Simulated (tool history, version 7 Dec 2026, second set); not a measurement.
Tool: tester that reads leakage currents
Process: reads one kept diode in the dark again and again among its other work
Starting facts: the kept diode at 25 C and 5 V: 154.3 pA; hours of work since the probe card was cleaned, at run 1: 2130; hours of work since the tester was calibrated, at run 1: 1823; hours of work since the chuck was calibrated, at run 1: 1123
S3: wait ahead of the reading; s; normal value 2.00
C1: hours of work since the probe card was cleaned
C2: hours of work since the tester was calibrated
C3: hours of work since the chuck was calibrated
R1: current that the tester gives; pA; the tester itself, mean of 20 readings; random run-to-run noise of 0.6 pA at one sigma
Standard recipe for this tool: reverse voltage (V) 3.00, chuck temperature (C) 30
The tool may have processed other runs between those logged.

Run 1, hour 0.0: usual settings; C1 2130; C2 1823; C3 1123. Result: R1 179.74 pA.
Run 2, hour 72.2: usual settings; C1 2162; C2 1855; C3 1155. Result: R1 179.93 pA.
Run 3, hour 145.3: usual settings; C1 2195; C2 1888; C3 1188. Result: R1 178.31 pA.
Run 4, hour 211.7: usual settings but chuck temperature (C) 25; C1 2225; C2 1917; C3 1217. Result: R1 112.28 pA.
Run 5, hour 254.1: usual settings but chuck temperature (C) 25; C1 2244; C2 1936; C3 1236. Result: R1 111.44 pA.
Run 6, hour 331.4: usual settings but reverse voltage (V) 1.31; C1 2278; C2 1971; C3 1271. Result: R1 122.53 pA.
Run 7, hour 403.9: usual settings but reverse voltage (V) 1.31; C1 2311; C2 2003; C3 1303. Result: R1 122.26 pA.
Run 8, hour 479.0: usual settings but S3 1.28 s; C1 2344; C2 2037; C3 1337. Result: R1 177.42 pA.
Run 9, hour 534.1: usual settings but reverse voltage (V) 9.04, S3 1.28 s; C1 2369; C2 2061; C3 1361. Result: R1 291.50 pA.
Run 10, hour 576.4: usual settings but reverse voltage (V) 9.04, S3 1.28 s; C1 2388; C2 2080; C3 1380. Result: R1 291.45 pA.
Run 11, hour 662.6: usual settings but reverse voltage (V) 2.39, S3 8.22 s; C1 2426; C2 2119; C3 1419. Result: R1 157.49 pA.
Run 12, hour 760.5: usual settings but reverse voltage (V) 2.39, S3 8.22 s; C1 2470; C2 2163; C3 1463. Result: R1 157.31 pA.
Run 13, hour 821.3: usual settings but reverse voltage (V) 1.68, chuck temperature (C) 44, S3 0.46 s; C1 2497; C2 2190; C3 1490. Result: R1 471.29 pA.

Expected results for the next run?
Run 14, hour 919.3: usual settings but reverse voltage (V) 6.31, chuck temperature (C) 44; C1 2541; C2 2234; C3 1534. Result: R1 ?.

{"run 14": {"R1": 848.1}}
Take away the tool's hidden state, keep the run-to-run variation as it was, and the same run would have given R1 958.37 pA.

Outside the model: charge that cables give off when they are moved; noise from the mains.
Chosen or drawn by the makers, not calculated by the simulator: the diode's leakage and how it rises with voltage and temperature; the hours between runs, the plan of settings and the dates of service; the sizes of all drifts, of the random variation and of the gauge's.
